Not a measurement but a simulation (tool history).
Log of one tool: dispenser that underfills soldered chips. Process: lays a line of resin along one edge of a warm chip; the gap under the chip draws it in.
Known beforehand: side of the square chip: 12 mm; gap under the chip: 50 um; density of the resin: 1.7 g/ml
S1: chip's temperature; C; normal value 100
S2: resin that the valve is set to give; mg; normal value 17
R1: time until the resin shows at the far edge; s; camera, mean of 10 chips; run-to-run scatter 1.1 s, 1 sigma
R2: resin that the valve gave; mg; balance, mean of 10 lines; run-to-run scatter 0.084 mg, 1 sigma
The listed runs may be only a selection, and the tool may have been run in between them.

run,hour,S1,S2,R1,R2
1,0,100,17,127.4,16.69
# hour 5: new syringe of resin
2,5.1,100,17,103,16.91
3,11,101,17,129.1,16.74
4,13.8,101,17,148.5,16.69
# hour 14.9: new syringe of resin
5,17.8,101,17,112.7,16.61
6,21.1,100,17,137.4,16.66
# hour 25.2: new syringe of resin
7,25.8,99,17,112.9,16.46
8,29.8,99,17,133.3,16.48
# hour 35.2: new syringe of resin
9,35.5,99,17,108.8,16.51
10,39.5,99,17,129.5,16.53
# hour 45.3: new syringe of resin
11,46.4,99,17,114.7,16.28
12,51.8,106,17.8,114.7,17.24
# hour 55.5: new syringe of resin
13,56.6,106,21.2,89.3,20.23
14,60.6,106,21.2,104.5,20.45
15,64.6,106,21.2,125.3,20.34
# hour 65.5: new syringe of resin
16,70.1,106,21.2,100.8,20.1
# hour 75.5: new syringe of resin
17,77.1,106,21.2,90.6,20.09
18,80.8,85,21.1,215.3,19.95
19,84.5,101,17.5,155.6,16.41
# hour 85.5: new syringe of resin
20,91,101,19.4,126.2,18.15
21,94.5,101,19.4,149.1,18.19

Alternative continuations, all from the tool just after run 21; predict every row:
# hour 95.7: new syringe of resin
A,99.5,87,17,?,?
# hour 95.7: new syringe of resin
B,99.5,86,15.3,?,?
# hour 95.7: new syringe of resin
C,99.5,103,19.1,?,?
# hour 95.7: new syringe of resin
D,99.5,101,19.9,?,?

run,R1,R2
A,194.3,15.92
B,210.2,14.42
C,110.4,17.89
D,117.8,18.65
Had the tool no hidden state, the same runs would have come out as:
run,R1,R2
A,156.4,17.02
B,167.9,15.41
C,89.8,19.13
D,95.9,19.94

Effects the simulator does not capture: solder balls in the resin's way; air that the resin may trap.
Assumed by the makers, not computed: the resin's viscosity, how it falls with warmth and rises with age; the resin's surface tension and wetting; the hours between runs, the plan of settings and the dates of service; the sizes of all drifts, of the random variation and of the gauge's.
